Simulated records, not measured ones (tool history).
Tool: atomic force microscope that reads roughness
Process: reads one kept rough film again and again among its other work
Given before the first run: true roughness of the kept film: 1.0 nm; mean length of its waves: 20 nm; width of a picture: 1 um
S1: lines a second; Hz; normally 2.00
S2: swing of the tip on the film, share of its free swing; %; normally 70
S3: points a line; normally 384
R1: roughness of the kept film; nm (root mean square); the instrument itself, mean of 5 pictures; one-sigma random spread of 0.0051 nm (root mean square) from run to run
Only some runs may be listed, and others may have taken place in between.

{"run": 1, "day": 0.0, "S1": 2.0, "S2": 70, "S3": 384, "R1": 0.731}
{"run": 2, "day": 0.258, "S1": 2.0, "S2": 70, "S3": 384, "R1": 0.72}
{"run": 3, "day": 0.529, "S1": 2.0, "S2": 70, "S3": 420, "R1": 0.708}
{"run": 4, "day": 0.871, "S1": 2.0, "S2": 73, "S3": 384, "R1": 0.7}
{"run": 5, "day": 1.312, "S1": 2.0, "S2": 73, "S3": 384, "R1": 0.682}
{"run": 6, "day": 1.642, "S1": 2.0, "S2": 73, "S3": 384, "R1": 0.675}
{"run": 7, "day": 2.05, "S1": 2.0, "S2": 70, "S3": 384, "R1": 0.694}
{"run": 8, "day": 2.342, "S1": 0.76, "S2": 70, "S3": 384, "R1": 0.721}
{"run": 9, "day": 2.7, "S1": 0.76, "S2": 70, "S3": 577, "R1": 0.733}
{"run": 10, "day": 2.954, "S1": 0.76, "S2": 70, "S3": 577, "R1": 0.719}
{"run": 11, "day": 3.488, "S1": 0.76, "S2": 70, "S3": 577, "R1": 0.708}
{"run": 12, "day": 3.942, "S1": 0.76, "S2": 70, "S3": 577, "R1": 0.706}
{"run": 13, "day": 4.179, "S1": 0.76, "S2": 70, "S3": 577, "R1": 0.705}
{"run": 14, "day": 4.492, "S1": 0.76, "S2": 56, "S3": 577, "R1": 0.871}
{"run": 15, "day": 4.958, "S1": 0.76, "S2": 56, "S3": 577, "R1": 0.857}
{"run": 16, "day": 5.467, "S1": 2.0, "S2": 70, "S3": 384, "R1": 0.766}
{"run": 17, "day": 5.775, "S1": 2.0, "S2": 70, "S3": 384, "R1": 0.771}
{"run": 18, "day": 6.208, "S1": 2.0, "S2": 70, "S3": 506, "R1": 0.75}
{"run": 19, "day": 6.646, "S1": 2.0, "S2": 70, "S3": 537, "R1": 0.742}
{"run": 20, "day": 7.2, "S1": 2.0, "S2": 70, "S3": 537, "R1": 0.734}
{"run": 21, "day": 7.571, "S1": 2.0, "S2": 70, "S3": 537, "R1": 0.727}
{"run": 22, "day": 7.808, "S1": 2.0, "S2": 70, "S3": 436, "R1": 0.719}
{"run": 23, "day": 8.117, "S1": 2.0, "S2": 70, "S3": 918, "R1": 0.723}
{"run": 24, "day": 8.525, "S1": 2.0, "S2": 70, "S3": 918, "R1": 0.706}
{"run": 25, "day": 8.85, "S1": 2.0, "S2": 58, "S3": 918, "R1": 0.742}
{"run": 26, "day": 9.329, "S1": 2.0, "S2": 58, "S3": 918, "R1": 0.749}
{"run": 27, "day": 9.746, "S1": 2.0, "S2": 58, "S3": 412, "R1": 0.719}
{"run": 28, "day": 10.154, "S1": 2.5, "S2": 79, "S3": 451, "R1": 0.604}
{"run": 29, "day": 10.542, "S1": 2.5, "S2": 79, "S3": 451, "R1": 0.604}
{"run": 30, "day": 10.808, "S1": 2.0, "S2": 69, "S3": 529, "R1": 0.68}
{"run": 31, "day": 11.212, "S1": 2.0, "S2": 69, "S3": 461, "R1": 0.659}
{"run": 32, "day": 11.658, "S1": 2.0, "S2": 79, "S3": 384, "R1": 0.602}
{"run": 33, "day": 12.067, "S1": 0.66, "S2": 56, "S3": 263, "R1": 0.849}
{"run": 34, "day": 12.529, "S1": 2.06, "S2": 70, "S3": 384, "R1": 0.768}
{"run": 35, "day": 12.817, "S1": 2.06, "S2": 70, "S3": 384, "R1": 0.769}
{"run": 36, "day": 13.362, "S1": 2.06, "S2": 70, "S3": 384, "R1": 0.751}
{"run": 37, "day": 13.862, "S1": 0.8, "S2": 69, "S3": 384, "R1": 0.791}
{"run": 38, "day": 14.238, "S1": 0.51, "S2": 70, "S3": 578, "R1": 0.802}
{"run": 39, "day": 14.679, "S1": 1.13, "S2": 73, "S3": 591, "R1": 0.762}
{"run": 40, "day": 15.012, "S1": 2.53, "S2": 70, "S3": 338, "R1": 0.7}
{"run": 41, "day": 15.408, "S1": 2.53, "S2": 70, "S3": 338, "R1": 0.694}
{"run": 42, "day": 15.8, "S1": 1.07, "S2": 62, "S3": 354, "R1": 0.764}
{"run": 43, "day": 16.362, "S1": 1.07, "S2": 62, "S3": 354, "R1": 0.748}
{"run": 44, "day": 16.783, "S1": 1.07, "S2": 62, "S3": 354, "R1": 0.742}
{"run": 45, "day": 17.221, "S1": 0.59, "S2": 70, "S3": 974, "R1": 0.738}
{"run": 46, "day": 17.725, "S1": 0.59, "S2": 70, "S3": 974, "R1": 0.739}
{"run": 47, "day": 17.996, "S1": 0.59, "S2": 70, "S3": 974, "R1": 0.738}
{"run": 48, "day": 18.312, "S1": 0.59, "S2": 83, "S3": 974, "R1": 0.693}
{"run": 49, "day": 18.65, "S1": 0.59, "S2": 83, "S3": 974, "R1": 0.695}
{"run": 50, "day": 18.938, "S1": 0.59, "S2": 83, "S3": 974, "R1": 0.688}
{"run": 51, "day": 19.296, "S1": 0.74, "S2": 70, "S3": 384, "R1": 0.849}
{"run": 52, "day": 19.842, "S1": 0.74, "S2": 70, "S3": 384, "R1": 0.839}
{"run": 53, "day": 20.408, "S1": 1.02, "S2": 89, "S3": 392, "R1": 0.739}

Put back what was entered between runs (3 entries, withheld): which listed runs does each sit between, and how does the hidden state differ from the listed run before to the listed run after?
Logged between run 13 and run 14: new tip fitted (day 4.271)
  radius of the tip, nm: 36.1 -> 11.3
  difference, measured minus the result without the unlogged condition, R1: -0.163 -> -0.008 nm (root mean square)
Logged between run 32 and run 33: new tip fitted (day 11.754)
  radius of the tip, nm: 36.2 -> 11.8; height scale over the true one, %: 0.33 -> 0.34
  difference, measured minus the result without the unlogged condition, R1: -0.139 -> -0.011 nm (root mean square)
Logged between run 50 and run 51: new tip fitted (day 19.279)
  radius of the tip, nm: 36 -> 11.1
  difference, measured minus the result without the unlogged condition, R1: -0.157 -> -0.005 nm (root mean square)
